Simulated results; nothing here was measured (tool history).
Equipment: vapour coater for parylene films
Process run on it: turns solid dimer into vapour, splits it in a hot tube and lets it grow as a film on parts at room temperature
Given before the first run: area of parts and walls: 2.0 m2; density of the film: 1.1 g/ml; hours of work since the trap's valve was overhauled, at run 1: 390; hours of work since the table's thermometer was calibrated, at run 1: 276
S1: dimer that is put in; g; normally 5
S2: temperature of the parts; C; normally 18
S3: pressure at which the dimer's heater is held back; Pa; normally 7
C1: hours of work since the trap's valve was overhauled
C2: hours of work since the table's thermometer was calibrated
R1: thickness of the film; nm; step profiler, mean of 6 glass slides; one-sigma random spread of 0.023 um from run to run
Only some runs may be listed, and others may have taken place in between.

run	day	S1	S2	S3	C1	C2	R1
1	0	5	18	7	390	276	1330
2	1.567	5	18	7	423	310	1290
3	3.717	5	18	7	469	355	1340
4	5.162	5	18	7	500	386	1300
5	7.021	5	18	7	539	425	1360
6	9.088	5	18	7	583	469	1330
7	10.675	5	29	7	617	503	840
8	12.304	5	29	7	651	538	840
# day 12.692: trap's valve overhauled
9	13.85	5	29	7	25	567	850
10	15.738	5	29	7	65	607	830
11	18.179	5	29	7	116	659	790
12	20.662	5	29	7	169	711	820
13	22.062	5	29	7	199	741	820
14	23.267	5	29	7	224	767	820
15	25.092	5	29	7	263	805	830
16	26.704	5	29	7	297	840	800
17	28.604	5	29	7	338	880	820
18	30.446	5	16	7	377	919	1450
19	32.892	5	16	7	429	971	1450
20	34.867	5	18	7	470	1013	1350
21	36.104	4	18	7	497	1039	1100
# day 37.621: table's thermometer calibrated
22	37.971	5	23	7	535	7	1060
23	40.467	5	23	7	588	60	1020
24	42.475	5	23	7	631	103	1070
# day 43.817: trap's valve overhauled
25	44.429	3	23	9.78	13	141	590
26	46.667	4	19	4.42	60	188	1140
27	49.192	4	19	4.42	114	242	1160
28	51.771	3	10	8.38	169	297	1140
29	53.558	3	10	8.38	207	335	1130
30	54.675	7	15	2.52	230	358	2750
31	55.804	8	28	3.3	254	382	1650
32	58.021	5	25	6.12	301	429	990
33	60.621	5	25	6.12	357	484	1010
34	63.183	6	13	6.12	411	539	2110
35	65.829	8	14	5.57	467	595	2710
36	68.417	5	18	7	522	650	1360
37	71.058	3	18	2.1	578	706	1060
38	72.512	3	18	2.1	609	737	1050
39	73.742	5	19	8.47	635	763	1240
# day 74.758: trap's valve overhauled
40	76.438	5	19	8.47	36	817	1230
41	77.704	4	15	3.71	62	843	1450
42	80.196	4	15	3.71	115	896	1420
43	81.267	4	15	3.71	138	919	1410
44	82.496	8	12	3.71	164	945	3330
45	84.1	8	12	3.71	198	979	3270
46	85.542	2	25	5.85	229	1010	400
47	87.896	2	25	5.85	279	1060	390

For each entry between runs, how does the tool's hidden state at the last listed run before it compare with that at the first listed run after it?
From run 8 to run 9: trap's valve overhauled (day 12.692)
  vapour lost through the trap's worn valve, %: 1.4 -> 0.1
From run 21 to run 22: table's thermometer calibrated (day 37.621)
  vapour lost through the trap's worn valve, %: 1 -> 1.1; true temperature of the parts over the reading, C: -0.16 -> 0
From run 24 to run 25: trap's valve overhauled (day 43.817)
  vapour lost through the trap's worn valve, %: 1.3 -> 0.1; true temperature of the parts over the reading, C: -0.01 -> -0.02
From run 39 to run 40: trap's valve overhauled (day 74.758)
  vapour lost through the trap's worn valve, %: 1.3 -> 0.1; true temperature of the parts over the reading, C: -0.11 -> -0.12
